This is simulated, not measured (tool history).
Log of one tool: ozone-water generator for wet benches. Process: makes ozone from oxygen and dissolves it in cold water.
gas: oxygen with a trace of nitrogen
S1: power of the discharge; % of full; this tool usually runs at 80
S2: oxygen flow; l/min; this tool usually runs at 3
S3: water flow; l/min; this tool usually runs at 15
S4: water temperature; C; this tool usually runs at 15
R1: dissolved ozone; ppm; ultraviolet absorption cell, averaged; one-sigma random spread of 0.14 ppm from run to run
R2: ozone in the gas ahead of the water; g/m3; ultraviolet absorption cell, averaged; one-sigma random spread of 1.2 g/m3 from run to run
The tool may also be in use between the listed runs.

Run 1, hour 0: usual settings. Result: R1 16 ppm, R2 215.3 g/m3.
Run 2, hour 38.2: usual settings. Result: R1 16.1 ppm, R2 214.2 g/m3.
Run 3, hour 63.8: usual settings. Result: R1 16.1 ppm, R2 214.4 g/m3.
Run 4, hour 83.9: usual settings. Result: R1 16 ppm, R2 212.4 g/m3.
Run 5, hour 122.9: usual settings but S2 2.28 l/min. Result: R1 15.2 ppm, R2 243.9 g/m3.
Run 6, hour 150.7: usual settings but S2 2.28 l/min. Result: R1 15 ppm, R2 244.4 g/m3.
Run 7, hour 184: usual settings but S4 10 C. Result: R1 16.7 ppm, R2 214.7 g/m3.
Run 8, hour 225.4: usual settings but S4 23 C. Result: R1 14.3 ppm, R2 213.9 g/m3.
Run 9, hour 247.7: usual settings but S2 1.64 l/min. Result: R1 13.7 ppm, R2 282 g/m3.
Run 10, hour 278.6: usual settings but S2 1.64 l/min. Result: R1 13.8 ppm, R2 281.2 g/m3.
Run 11, hour 312.3: usual settings but S2 1.64 l/min. Result: R1 13.5 ppm, R2 282.4 g/m3.
Run 12, hour 345.4: usual settings. Result: R1 15.8 ppm, R2 213.9 g/m3.
Run 13, hour 373.9: usual settings. Result: R1 15.5 ppm, R2 212.5 g/m3.
Run 14, hour 417: usual settings but S2 1.85 l/min. Result: R1 14 ppm, R2 269.6 g/m3.
Run 15, hour 452.2: usual settings but S2 1.85 l/min. Result: R1 13.9 ppm, R2 268.5 g/m3.
Run 16, hour 489.3: usual settings but S2 1.85 l/min. Result: R1 13.9 ppm, R2 264.6 g/m3.
Run 17, hour 522.1: usual settings but S2 5 l/min. Result: R1 16.3 ppm, R2 167 g/m3.
Run 18, hour 555.1: usual settings but S1 59 % of full, S2 2.16 l/min. Result: R1 11.6 ppm, R2 204.1 g/m3.
Run 19, hour 595.6: usual settings but S1 59 % of full, S2 2.16 l/min. Result: R1 11.7 ppm, R2 202.5 g/m3.

Expected results for the next run?
At hour 612.5: contactor cleaned.
Run 20, hour 640.7: usual settings but S1 41 % of full, S2 3.25 l/min, S3 13 l/min, S4 9 C. Result: R1 ?, R2 ?.

Run 20 gave R1 12.8 ppm, R2 131.6 g/m3.
Were there no unlogged condition in the tool, this run, its random variation unchanged, would have produced R1 13.2 ppm, R2 135.3 g/m3.
